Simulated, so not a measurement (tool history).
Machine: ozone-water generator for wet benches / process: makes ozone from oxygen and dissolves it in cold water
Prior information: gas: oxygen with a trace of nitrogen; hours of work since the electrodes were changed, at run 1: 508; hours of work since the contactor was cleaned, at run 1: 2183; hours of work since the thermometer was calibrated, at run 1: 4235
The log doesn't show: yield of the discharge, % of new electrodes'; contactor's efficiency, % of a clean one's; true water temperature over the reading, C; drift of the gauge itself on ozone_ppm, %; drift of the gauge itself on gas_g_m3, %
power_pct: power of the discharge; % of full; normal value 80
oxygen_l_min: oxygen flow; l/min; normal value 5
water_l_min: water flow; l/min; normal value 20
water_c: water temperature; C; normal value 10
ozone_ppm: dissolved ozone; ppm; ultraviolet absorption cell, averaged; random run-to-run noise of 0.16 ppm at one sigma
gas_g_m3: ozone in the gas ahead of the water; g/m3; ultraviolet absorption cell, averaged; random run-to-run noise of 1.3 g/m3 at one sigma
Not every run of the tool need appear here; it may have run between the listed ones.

run	hour	power_pct	oxygen_l_min	water_l_min	water_c	hours of work since the electrodes were changed	hours of work since the contactor was cleaned	hours of work since the thermometer was calibrated	ozone_ppm	gas_g_m3
1	0	80	5	20	10	508	2183	4235	21.2	241.3
2	104.9	90	5	20	10	608	2284	4335	22.5	258.5
3	203.6	90	5	20	10	703	2379	4430	22.4	261.1
4	345.2	90	5	20	10	839	2514	4566	22.5	257.6
5	544	90	5	20	10	1029	2705	4756	22	255.8
6	632.6	80	5.38	20	10	1114	2790	4841	20.9	232.5
7	814.1	80	5.38	20	10	1288	2964	5015	20.4	228.5
8	1008	80	5.38	20	10	1474	3150	5201	20.8	230.9
# hour 1126.3: water thermometer calibrated
9	1186.4	80	5.38	20	10	1645	3320	58	20.4	228.5
10	1333.5	80	3.72	20	10	1786	3461	199	18.7	262.1
11	1472.4	80	3.72	20	10	1919	3595	332	18.8	264.4
12	1578	80	3.72	20	10	2020	3696	433	18.7	263.2
13	1710.5	71	8.39	14	6	2147	3823	560	29.3	176.3
# hour 1725.4: contactor cleaned
14	1908	71	8.39	14	6	2333	175	746	28.5	176.5
15	2089.8	42	8.68	24	15	2507	349	920	11.2	123.5
16	2294.3	80	8.68	24	7	2703	545	1116	19	186.3
# hour 2311.7: contactor cleaned, once more
17	2426.1	67	6.5	20	10	2825	110	1238	19.3	185.2
18	2571.6	67	4.39	14	6	2965	249	1378	25.8	217.7
19	2726.7	43	4.36	16	6	3114	398	1527	17.2	165.3
20	2841.7	80	8.2	19	7	3224	508	1637	23.8	186.4
21	2945.5	80	8.2	19	7	3323	608	1736	23.8	188.7
22	3131.3	58	7.1	19	6	3501	786	1915	19.1	161.8

Hidden state at the last listed run before each entry between runs and at the first one after, where it differs:
Logged between run 8 and run 9: water thermometer calibrated (hour 1126.3)
  yield of the discharge, % of new electrodes': 97.8 -> 97.5; contactor's efficiency, % of a clean one's: 96.8 -> 96.7; true water temperature over the reading, C: 0.32 -> -0.02
  measured value less the no-hidden-state value, ozone_ppm: -1 -> -1 ppm; gas_g_m3: -5.7 -> -6.3 g/m3
Logged between run 13 and run 14: contactor cleaned (hour 1725.4)
  yield of the discharge, % of new electrodes': 96.7 -> 96.4; contactor's efficiency, % of a clean one's: 96.2 -> 94.5; true water temperature over the reading, C: 0.01 -> 0.03
  measured value less the no-hidden-state value, ozone_ppm: -1.7 -> -2.1 ppm; gas_g_m3: -6.1 -> -6.7 g/m3
Logged between run 16 and run 17: contactor cleaned, once more (hour 2311.7)
  yield of the discharge, % of new electrodes': 95.7 -> 95.5; contactor's efficiency, % of a clean one's: 94.1 -> 98.8; true water temperature over the reading, C: 0.05 -> 0.06
  measured value less the no-hidden-state value, ozone_ppm: -1.8 -> -1 ppm; gas_g_m3: -9 -> -8.5 g/m3
